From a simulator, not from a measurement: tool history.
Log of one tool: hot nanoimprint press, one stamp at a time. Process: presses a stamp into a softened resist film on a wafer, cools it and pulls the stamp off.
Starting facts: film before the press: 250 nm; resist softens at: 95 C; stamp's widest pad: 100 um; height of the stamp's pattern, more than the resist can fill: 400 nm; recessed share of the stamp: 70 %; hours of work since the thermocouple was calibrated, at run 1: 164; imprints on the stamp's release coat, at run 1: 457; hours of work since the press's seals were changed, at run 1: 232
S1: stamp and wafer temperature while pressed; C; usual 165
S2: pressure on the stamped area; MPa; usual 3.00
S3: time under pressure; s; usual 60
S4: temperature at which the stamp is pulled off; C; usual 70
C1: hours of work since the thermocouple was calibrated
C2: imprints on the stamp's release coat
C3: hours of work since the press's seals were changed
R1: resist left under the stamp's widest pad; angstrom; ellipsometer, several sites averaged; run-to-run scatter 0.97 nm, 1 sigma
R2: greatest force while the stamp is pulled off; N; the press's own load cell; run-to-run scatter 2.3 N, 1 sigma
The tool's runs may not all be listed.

run,hour,S1,S2,S3,S4,C1,C2,C3,R1,R2
1,0.0,165,3.00,60,70,164,457,232,1392,102
2,10.4,165,3.00,47,70,169,483,237,1509,102
3,20.7,165,3.00,47,70,174,509,242,1499,97
4,26.0,165,3.00,60,57,176,522,244,1386,129
5,33.2,165,3.00,60,71,180,540,248,1386,101
6,44.7,165,3.00,60,63,186,568,254,1389,115
7,54.3,165,3.00,60,63,190,593,258,1397,118
8,61.9,165,3.00,60,63,194,612,262,1393,119
9,68.5,165,3.00,60,65,197,628,265,1382,112
10,76.2,165,3.00,60,70,201,647,269,1394,104
11,85.7,165,3.00,60,70,206,671,274,1375,98
12,97.7,165,3.92,60,70,212,701,280,1227,100
13,104.8,165,3.92,60,70,215,718,283,1228,97
14,112.0,165,3.00,60,67,219,736,287,1381,106
15,120.9,165,3.00,37,70,223,759,291,1611,99
16,127.7,165,3.00,37,70,226,776,294,1600,100
17,134.1,161,3.42,101,76,229,791,297,1293,86
18,146.1,161,3.42,101,76,235,821,303,1309,88
19,152.2,161,3.42,101,76,238,837,306,1290,87
20,158.6,165,3.40,60,70,241,853,309,1326,105
21,168.8,175,3.40,46,70,247,878,314,1009,105
22,179.3,165,4.31,60,70,252,904,320,1199,102
23,185.4,158,4.53,35,66,255,919,323,1760,109
24,197.3,158,4.53,35,66,260,949,328,1785,113
25,207.6,160,3.00,68,70,266,975,333,1588,101
26,213.0,154,2.66,60,70,268,988,336,2016,102
27,224.4,154,2.66,60,70,274,1017,342,2033,102
28,233.1,154,2.66,60,70,278,1038,346,2013,99
29,243.8,154,2.66,60,70,283,1065,351,2015,103

What if the next run were any one of these 4? Each begins from the tool's condition after run 29:
A,255.6,154,2.66,70,62,289,1095,357,?,?
B,255.6,154,3.00,107,70,289,1095,357,?,?
C,255.6,154,2.71,60,68,289,1095,357,?,?
D,255.6,154,3.59,43,70,289,1095,357,?,?

run,R1,R2
A,1969,120
B,1763,100
C,2014,108
D,2029,101
With the hidden condition removed and each run's random variation left untouched, the same runs would have given:
run,R1,R2
A,1968,120
B,1762,100
C,2012,107
D,2027,101
